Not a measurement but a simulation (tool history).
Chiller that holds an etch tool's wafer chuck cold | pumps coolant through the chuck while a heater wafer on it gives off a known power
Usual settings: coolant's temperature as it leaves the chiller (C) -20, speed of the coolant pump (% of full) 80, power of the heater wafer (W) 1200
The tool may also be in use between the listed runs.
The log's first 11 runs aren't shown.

run      day  coolant's temperature as it leaves the chiller (C)  speed of the coolant pump (% of full)  power of the heater wafer (W)  chuck's temperature once it has settled (C)  how much warmer the coolant comes back (C)
 12   45.908                                                 -20                                     80                           1200                                          -10                                        5.04
 13   51.354                                                 -20                                     80                           1200                                         -9.9                                        5.03
 14   56.321                                                 -26                                     80                           1200                                        -15.9                                        5.07
 15   61.558                                                 -26                                     80                           1200                                          -16                                         5.1
 16   66.233                                                 -26                                     80                           1200                                        -16.1                                        5.13
 17   68.938                                                 -27                                     80                           1473                                        -14.6                                        6.24
 18   74.312                                                 -26                                     98                           1179                                          -18                                        3.96
 19   78.946                                                 -26                                     73                            940                                        -17.2                                        4.43
 20   82.292                                                 -22                                     86                            790                                        -15.8                                        3.05
 21   84.908                                                 -20                                     86                            660                                        -14.9                                        2.59
 22   88.354                                                 -20                                     94                           1493                                         -9.2                                        5.33
 23   90.858                                                 -20                                     64                           1195                                         -7.3                                        6.54
 24   93.983                                                 -21                                     66                            609                                        -14.7                                        3.23
 25    96.65                                                 -21                                     98                           1206                                        -12.6                                        4.05
 26   99.258                                                 -21                                     98                           1206                                        -12.7                                        4.09
 27  104.129                                                 -18                                     91                           1061                                          -10                                        3.89

Forecast run 28:
 28  108.204                                                 -14                                     80                           1022                                            ?                                           ?

{"run 28": {"chuck's temperature once it has settled (C)": -5.2, "how much warmer the coolant comes back (C)": 4.37}}
Without the tool's hidden state the same run would have given chuck's temperature once it has settled (C) -5.7, how much warmer the coolant comes back (C) 4.12.
